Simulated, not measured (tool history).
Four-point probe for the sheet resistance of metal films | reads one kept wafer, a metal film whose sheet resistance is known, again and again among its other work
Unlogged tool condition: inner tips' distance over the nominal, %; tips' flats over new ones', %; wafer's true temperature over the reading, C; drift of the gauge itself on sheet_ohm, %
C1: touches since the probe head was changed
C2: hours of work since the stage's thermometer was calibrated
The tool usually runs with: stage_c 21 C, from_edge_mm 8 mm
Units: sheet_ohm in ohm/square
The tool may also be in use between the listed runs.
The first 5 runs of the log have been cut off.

run 6 day=14.338 | stage_c=21 from_edge_mm=35 | C1=29173 C2=1676 | sheet_ohm=4.376358
run 7 day=16.25 | stage_c=21 from_edge_mm=35 | C1=29794 C2=1703 | sheet_ohm=4.374746
run 8 day=17.762 | stage_c=21 from_edge_mm=8 | C1=30285 C2=1724 | sheet_ohm=4.43019
run 9 day=19.358 | stage_c=21 from_edge_mm=26 | C1=30803 C2=1747 | sheet_ohm=4.379426
run 10 day=21.038 | stage_c=21 from_edge_mm=8 | C1=31347 C2=1771 | sheet_ohm=4.431877
run 11 day=24.35 | stage_c=21 from_edge_mm=8 | C1=32423 C2=1818 | sheet_ohm=4.432809
run 12 day=26.783 | stage_c=21 from_edge_mm=8 | C1=33212 C2=1852 | sheet_ohm=4.431495
run 13 day=28.746 | stage_c=21 from_edge_mm=8 | C1=33850 C2=1880 | sheet_ohm=4.43249
-- day=31.025 stage's thermometer calibrated
run 14 day=31.758 | stage_c=25 from_edge_mm=8 | C1=34820 C2=10 | sheet_ohm=4.414482
run 15 day=33.404 | stage_c=21 from_edge_mm=27 | C1=35354 C2=34 | sheet_ohm=4.371761
run 16 day=35.133 | stage_c=21 from_edge_mm=27 | C1=35915 C2=58 | sheet_ohm=4.372157
run 17 day=37.792 | stage_c=21 from_edge_mm=16 | C1=36778 C2=96 | sheet_ohm=4.381489
run 18 day=41.304 | stage_c=23 from_edge_mm=8 | C1=37917 C2=145 | sheet_ohm=4.418911
run 19 day=44.583 | stage_c=23 from_edge_mm=8 | C1=38981 C2=192 | sheet_ohm=4.418609
run 20 day=46.392 | stage_c=33 from_edge_mm=8 | C1=39569 C2=218 | sheet_ohm=4.395059
run 21 day=47.896 | stage_c=23 from_edge_mm=24 | C1=40057 C2=239 | sheet_ohm=4.365374
run 22 day=50.096 | stage_c=35 from_edge_mm=12 | C1=40771 C2=270 | sheet_ohm=4.357064
run 23 day=52.1 | stage_c=21 from_edge_mm=50 | C1=41421 C2=298 | sheet_ohm=4.366459
run 24 day=54.625 | stage_c=30 from_edge_mm=7 | C1=42241 C2=334 | sheet_ohm=4.418818
run 25 day=57.138 | stage_c=30 from_edge_mm=7 | C1=43056 C2=370 | sheet_ohm=4.417876
run 26 day=59.204 | stage_c=18 from_edge_mm=16 | C1=43727 C2=399 | sheet_ohm=4.388401
run 27 day=61.646 | stage_c=29 from_edge_mm=4 | C1=44519 C2=433 | sheet_ohm=4.567039
run 28 day=64.175 | stage_c=20 from_edge_mm=19 | C1=45339 C2=469 | sheet_ohm=4.378065
run 29 day=65.95 | stage_c=20 from_edge_mm=19 | C1=45916 C2=494 | sheet_ohm=4.37756

Expected results for the next run?
run 30 day=69.171 | stage_c=28 from_edge_mm=10 | C1=46962 C2=540 | sheet_ohm=?

{"run 30": {"sheet_ohm": 4.384029}}
Take away the tool's hidden state, keep the run-to-run variation as it was, and the same run would have given sheet_ohm 4.389898 ohm/square.
